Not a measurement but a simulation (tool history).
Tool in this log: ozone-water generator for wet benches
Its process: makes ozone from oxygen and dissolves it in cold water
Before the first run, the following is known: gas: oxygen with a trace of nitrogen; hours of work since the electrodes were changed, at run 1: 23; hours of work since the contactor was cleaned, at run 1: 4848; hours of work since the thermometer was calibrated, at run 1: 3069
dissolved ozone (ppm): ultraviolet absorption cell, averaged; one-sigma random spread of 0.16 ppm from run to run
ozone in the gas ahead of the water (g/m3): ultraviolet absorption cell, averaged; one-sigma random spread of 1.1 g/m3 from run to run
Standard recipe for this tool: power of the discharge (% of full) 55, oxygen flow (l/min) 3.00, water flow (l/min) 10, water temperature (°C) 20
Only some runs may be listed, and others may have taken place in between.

| run | day | power of the discharge (% of full) | oxygen flow (l/min) | water flow (l/min) | water temperature (°C) | hours of work since the electrodes were changed | hours of work since the contactor was cleaned | hours of work since the thermometer was calibrated | dissolved ozone (ppm) | ozone in the gas ahead of the water (g/m3) |
|---|---|---|---|---|---|---|---|---|---|---|
| 1 | 0.000 | 55 | 3.00 | 10 | 20 | 23 | 4848 | 3069 | 21.3 | 207.0 |
| 2 | 1.017 | 55 | 3.00 | 10 | 25 | 45 | 4870 | 3091 | 19.7 | 206.6 |
| 3 | 1.879 | 55 | 3.00 | 10 | 25 | 64 | 4889 | 3110 | 19.5 | 207.2 |
| 4 | 2.946 | 55 | 3.00 | 10 | 20 | 87 | 4912 | 3133 | 21.1 | 205.1 |
| 5 | 4.212 | 55 | 3.81 | 10 | 20 | 115 | 4939 | 3160 | 21.1 | 183.2 |
| 6 | 5.471 | 55 | 3.81 | 10 | 20 | 142 | 4967 | 3188 | 20.8 | 182.7 |
| 7 | 6.058 | 55 | 3.81 | 10 | 20 | 155 | 4979 | 3201 | 21.0 | 182.8 |
| 8 | 6.971 | 55 | 3.81 | 10 | 20 | 175 | 4999 | 3220 | 21.0 | 182.0 |
| 9 | 8.229 | 55 | 3.81 | 10 | 20 | 202 | 5027 | 3248 | 21.0 | 182.0 |
| 10 | 9.171 | 73 | 3.00 | 9 | 20 | 223 | 5047 | 3268 | 27.0 | 238.6 |
| 11 | 9.750 | 73 | 1.78 | 15 | 18 | 235 | 5060 | 3281 | 17.1 | 313.1 |
| 12 | 10.483 | 81 | 2.06 | 10 | 18 | 251 | 5076 | 3297 | 26.4 | 309.2 |
| 13 | 11.558 | 58 | 2.06 | 10 | 15 | 274 | 5099 | 3320 | 22.7 | 259.2 |
| 14 | 12.304 | 58 | 1.73 | 10 | 28 | 291 | 5115 | 3336 | 19.2 | 280.7 |
| 15 | 12.983 | 49 | 3.00 | 8 | 20 | 305 | 5130 | 3351 | 23.4 | 194.7 |
| 16 | 13.829 | 49 | 3.00 | 8 | 20 | 324 | 5148 | 3369 | 23.0 | 193.7 |
| 17 | 14.508 | 59 | 3.00 | 8 | 26 | 338 | 5163 | 3384 | 23.0 | 214.5 |

Alternative continuations, all from the tool just after run 17; predict every row:
| A | 15.300 | 59 | 3.00 | 9 | 26 | 356 | 5180 | 3401 | ? | ? |
| B | 15.300 | 55 | 3.00 | 9 | 20 | 356 | 5180 | 3401 | ? | ? |
| C | 15.300 | 47 | 1.64 | 9 | 26 | 356 | 5180 | 3401 | ? | ? |
| D | 15.300 | 61 | 1.63 | 10 | 20 | 356 | 5180 | 3401 | ? | ? |
| E | 15.300 | 96 | 3.00 | 7 | 26 | 356 | 5180 | 3401 | ? | ? |

| run | dissolved ozone (ppm) | ozone in the gas ahead of the water (g/m3) |
|---|---|---|
| A | 21.4 | 215.1 |
| B | 22.8 | 206.5 |
| C | 18.9 | 259.0 |
| D | 21.8 | 299.5 |
| E | 32.0 | 278.6 |
With the hidden condition removed and each run's random variation left untouched, the same runs would have given:
| run | dissolved ozone (ppm) | ozone in the gas ahead of the water (g/m3) |
|---|---|---|
| A | 21.4 | 215.1 |
| B | 22.9 | 206.5 |
| C | 18.9 | 259.1 |
| D | 21.8 | 299.5 |
| E | 32.1 | 278.7 |
